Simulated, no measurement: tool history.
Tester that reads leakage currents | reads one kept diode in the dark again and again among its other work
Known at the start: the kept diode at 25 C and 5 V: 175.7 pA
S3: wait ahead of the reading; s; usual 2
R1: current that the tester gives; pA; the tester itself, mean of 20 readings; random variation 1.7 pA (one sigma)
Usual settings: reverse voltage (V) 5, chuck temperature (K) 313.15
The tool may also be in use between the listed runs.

{"run": 1, "hour": 0.0, "reverse voltage (V)": 5, "chuck temperature (K)": 313.15, "S3": 2, "R1": 603.33}
{"run": 2, "hour": 185.6, "reverse voltage (V)": 5, "chuck temperature (K)": 313.15, "S3": 2, "R1": 611.81}
{"run": 3, "hour": 293.2, "reverse voltage (V)": 5, "chuck temperature (K)": 303.15, "S3": 2, "R1": 296.67}
{"run": 4, "hour": 472.9, "reverse voltage (V)": 5, "chuck temperature (K)": 313.15, "S3": 2, "R1": 628.13}
{"run": 5, "hour": 619.5, "reverse voltage (V)": 5, "chuck temperature (K)": 313.15, "S3": 2, "R1": 634.01}
{"run": 6, "hour": 809.0, "reverse voltage (V)": 5, "chuck temperature (K)": 313.15, "S3": 2, "R1": 638.86}
{"run": 7, "hour": 960.9, "reverse voltage (V)": 5, "chuck temperature (K)": 313.15, "S3": 2, "R1": 648.98}
{"run": 8, "hour": 1076.9, "reverse voltage (V)": 5, "chuck temperature (K)": 313.15, "S3": 2, "R1": 655.34}
{"hour": 1093.0, "done": "chuck's temperature calibrated"}
{"run": 9, "hour": 1190.7, "reverse voltage (V)": 5, "chuck temperature (K)": 313.15, "S3": 2, "R1": 736.79}
{"run": 10, "hour": 1282.4, "reverse voltage (V)": 1.28, "chuck temperature (K)": 324.15, "S3": 9.41, "R1": 810.46}
{"run": 11, "hour": 1446.7, "reverse voltage (V)": 5.59, "chuck temperature (K)": 313.15, "S3": 0.51, "R1": 790.02}
{"run": 12, "hour": 1640.5, "reverse voltage (V)": 5.59, "chuck temperature (K)": 313.15, "S3": 0.51, "R1": 804.39}
{"run": 13, "hour": 1817.4, "reverse voltage (V)": 2.51, "chuck temperature (K)": 327.15, "S3": 3.65, "R1": 1414.53}
{"run": 14, "hour": 1929.6, "reverse voltage (V)": 2.51, "chuck temperature (K)": 327.15, "S3": 3.65, "R1": 1425.63}
{"run": 15, "hour": 2041.8, "reverse voltage (V)": 1.64, "chuck temperature (K)": 298.15, "S3": 2, "R1": 151.12}
{"run": 16, "hour": 2132.1, "reverse voltage (V)": 1.64, "chuck temperature (K)": 298.15, "S3": 2, "R1": 151.94}
{"hour": 2144.0, "done": "chuck's temperature calibrated, once more"}
{"run": 17, "hour": 2278.5, "reverse voltage (V)": 6.8, "chuck temperature (K)": 323.15, "S3": 2, "R1": 1321.82}
{"run": 18, "hour": 2411.3, "reverse voltage (V)": 8.23, "chuck temperature (K)": 293.15, "S3": 0.92, "R1": 168.33}

Forecast each of these 4 alternatives for the next run:
{"run": "A", "hour": 2599.1, "reverse voltage (V)": 5, "chuck temperature (K)": 324.15, "S3": 2, "R1": "?"}
{"run": "B", "hour": 2599.1, "reverse voltage (V)": 5.51, "chuck temperature (K)": 293.15, "S3": 3.22, "R1": "?"}
{"run": "C", "hour": 2599.1, "reverse voltage (V)": 4.09, "chuck temperature (K)": 313.15, "S3": 2, "R1": "?"}
{"run": "D", "hour": 2599.1, "reverse voltage (V)": 2.99, "chuck temperature (K)": 330.15, "S3": 6.4, "R1": "?"}

run=A R1=1251.3
run=B R1=137.43
run=C R1=525.1
run=D R1=1443.94
Without the tool's hidden state the same runs would have given:
run=A R1=1204.34
run=B R1=122.39
run=C R1=500.85
run=D R1=1396.2

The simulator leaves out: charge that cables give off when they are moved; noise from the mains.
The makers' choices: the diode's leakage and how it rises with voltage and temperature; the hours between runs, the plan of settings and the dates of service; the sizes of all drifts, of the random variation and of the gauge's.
